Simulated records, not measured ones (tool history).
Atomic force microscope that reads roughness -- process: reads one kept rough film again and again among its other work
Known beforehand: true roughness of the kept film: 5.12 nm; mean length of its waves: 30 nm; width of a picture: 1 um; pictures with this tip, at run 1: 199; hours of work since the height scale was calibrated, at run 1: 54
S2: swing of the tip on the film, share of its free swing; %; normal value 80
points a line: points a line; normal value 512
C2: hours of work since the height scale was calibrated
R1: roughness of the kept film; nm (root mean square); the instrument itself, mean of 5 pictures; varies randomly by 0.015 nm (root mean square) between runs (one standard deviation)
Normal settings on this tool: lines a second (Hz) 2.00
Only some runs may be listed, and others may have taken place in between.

run 1 hour=0.0 | lines_a_second_(Hz)=2.00 S2=80 points_a_line=512 | pictures_with_this_tip=199 C2=54 | R1=2.967
run 2 hour=5.0 | lines_a_second_(Hz)=2.00 S2=80 points_a_line=512 | pictures_with_this_tip=209 C2=57 | R1=2.943
run 3 hour=10.4 | lines_a_second_(Hz)=2.00 S2=80 points_a_line=512 | pictures_with_this_tip=219 C2=60 | R1=2.898
run 4 hour=18.7 | lines_a_second_(Hz)=2.00 S2=80 points_a_line=512 | pictures_with_this_tip=236 C2=65 | R1=2.854
run 5 hour=24.1 | lines_a_second_(Hz)=2.00 S2=80 points_a_line=512 | pictures_with_this_tip=246 C2=68 | R1=2.828
run 6 hour=29.1 | lines_a_second_(Hz)=2.00 S2=80 points_a_line=512 | pictures_with_this_tip=256 C2=71 | R1=2.789
run 7 hour=34.1 | lines_a_second_(Hz)=2.00 S2=80 points_a_line=512 | pictures_with_this_tip=266 C2=75 | R1=2.782
-- hour=35.5 height scale calibrated on a step standard
run 8 hour=39.0 | lines_a_second_(Hz)=2.00 S2=80 points_a_line=512 | pictures_with_this_tip=274 C2=2 | R1=2.787
run 9 hour=45.6 | lines_a_second_(Hz)=2.00 S2=80 points_a_line=512 | pictures_with_this_tip=287 C2=6 | R1=2.748
-- hour=49.3 new tip fitted
-- hour=53.1 height scale calibrated on a step standard, once more
run 10 hour=53.1 | lines_a_second_(Hz)=2.00 S2=80 points_a_line=512 | pictures_with_this_tip=6 C2=0 | R1=3.642
run 11 hour=61.2 | lines_a_second_(Hz)=2.00 S2=80 points_a_line=512 | pictures_with_this_tip=22 C2=5 | R1=3.545
run 12 hour=65.6 | lines_a_second_(Hz)=1.08 S2=60 points_a_line=512 | pictures_with_this_tip=31 C2=8 | R1=4.063
run 13 hour=70.3 | lines_a_second_(Hz)=1.78 S2=60 points_a_line=745 | pictures_with_this_tip=40 C2=11 | R1=3.983
run 14 hour=74.0 | lines_a_second_(Hz)=1.78 S2=60 points_a_line=745 | pictures_with_this_tip=47 C2=13 | R1=3.961
run 15 hour=80.7 | lines_a_second_(Hz)=0.57 S2=64 points_a_line=512 | pictures_with_this_tip=61 C2=17 | R1=4.010
run 16 hour=85.4 | lines_a_second_(Hz)=1.52 S2=67 points_a_line=389 | pictures_with_this_tip=70 C2=20 | R1=3.751
run 17 hour=93.6 | lines_a_second_(Hz)=2.00 S2=69 points_a_line=990 | pictures_with_this_tip=86 C2=25 | R1=3.608
run 18 hour=98.0 | lines_a_second_(Hz)=2.00 S2=69 points_a_line=990 | pictures_with_this_tip=95 C2=27 | R1=3.555
run 19 hour=102.2 | lines_a_second_(Hz)=2.00 S2=68 points_a_line=934 | pictures_with_this_tip=103 C2=30 | R1=3.561
run 20 hour=110.0 | lines_a_second_(Hz)=2.00 S2=72 points_a_line=1003 | pictures_with_this_tip=119 C2=35 | R1=3.395
run 21 hour=117.5 | lines_a_second_(Hz)=1.06 S2=72 points_a_line=1012 | pictures_with_this_tip=133 C2=39 | R1=3.582
run 22 hour=123.7 | lines_a_second_(Hz)=0.91 S2=62 points_a_line=816 | pictures_with_this_tip=146 C2=43 | R1=3.589

Below, some changes in R1 between adjacent runs. For each, the amount present without the hidden state too (settings, incoming material, random variation) and the amount remaining for the hidden state with gauge scatter not shared by both compared results:
Hidden state at play: radius of the tip, nm; height scale over the true one, %; drift of the gauge itself on roughness_nm, %.
Run 9 -> 10: new tip fitted, height scale calibrated on a step standard, once more. R1 +0.894 nm (root mean square): hidden state +0.899, all else -0.005.
Run 11 -> 12: lines a second (Hz) 2.00 -> 1.08, S2 80 -> 60. R1 +0.518 nm (root mean square): hidden state -0.059, all else +0.577.
Run 20 -> 21: lines a second (Hz) 2.00 -> 1.06, points a line 1003 -> 1012. R1 +0.187 nm (root mean square): hidden state -0.092, all else +0.279.
